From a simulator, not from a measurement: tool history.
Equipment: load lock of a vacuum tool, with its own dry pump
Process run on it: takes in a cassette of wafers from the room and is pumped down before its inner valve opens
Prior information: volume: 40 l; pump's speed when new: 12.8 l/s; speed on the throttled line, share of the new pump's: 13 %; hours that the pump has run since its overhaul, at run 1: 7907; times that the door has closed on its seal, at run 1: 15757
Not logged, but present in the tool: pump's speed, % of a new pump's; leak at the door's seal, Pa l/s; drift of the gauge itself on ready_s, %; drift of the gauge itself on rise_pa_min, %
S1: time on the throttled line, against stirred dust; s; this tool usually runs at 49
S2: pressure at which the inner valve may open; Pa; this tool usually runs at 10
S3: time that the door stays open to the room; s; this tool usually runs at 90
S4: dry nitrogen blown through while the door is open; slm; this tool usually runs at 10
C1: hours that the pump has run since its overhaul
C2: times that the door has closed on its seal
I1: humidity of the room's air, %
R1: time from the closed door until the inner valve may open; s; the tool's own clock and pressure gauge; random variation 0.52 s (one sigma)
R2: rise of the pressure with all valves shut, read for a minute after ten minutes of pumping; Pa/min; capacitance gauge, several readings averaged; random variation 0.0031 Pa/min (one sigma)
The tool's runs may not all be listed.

run	day	S1	S2	S3	S4	C1	C2	I1	R1	R2
1	0.000	49	10	90	10	7907	15757	46.5	71.7	0.060
2	9.042	49	10	90	10	8124	16233	48.7	71.0	0.061
3	16.288	49	10	90	10	8298	16614	47.5	72.8	0.062
4	26.096	49	10	90	10	8533	17130	46.8	71.3	0.060
5	33.704	83	10	90	10	8716	17530	46.4	102.1	0.057
6	42.104	83	10	90	10	8917	17972	41.4	100.9	0.050
7	50.254	49	10	90	5	9113	18401	45.7	72.5	0.079
8	55.483	27	20	90	15	9238	18676	44.2	50.4	0.054
9	65.312	27	7	31	15	9474	19193	44.3	53.7	0.022
10	72.696	27	7	31	15	9651	19582	44.0	53.5	0.029

Run 11 comes next. What will it give?
11	77.167	41	11	51	6	9759	19817	44.4	?	?

Run 11 came out at R1 64.0 s, R2 0.046 Pa/min.
With the hidden condition absent and the run-to-run variation left alone, this run would have shown R1 64.0 s, R2 0.045 Pa/min.

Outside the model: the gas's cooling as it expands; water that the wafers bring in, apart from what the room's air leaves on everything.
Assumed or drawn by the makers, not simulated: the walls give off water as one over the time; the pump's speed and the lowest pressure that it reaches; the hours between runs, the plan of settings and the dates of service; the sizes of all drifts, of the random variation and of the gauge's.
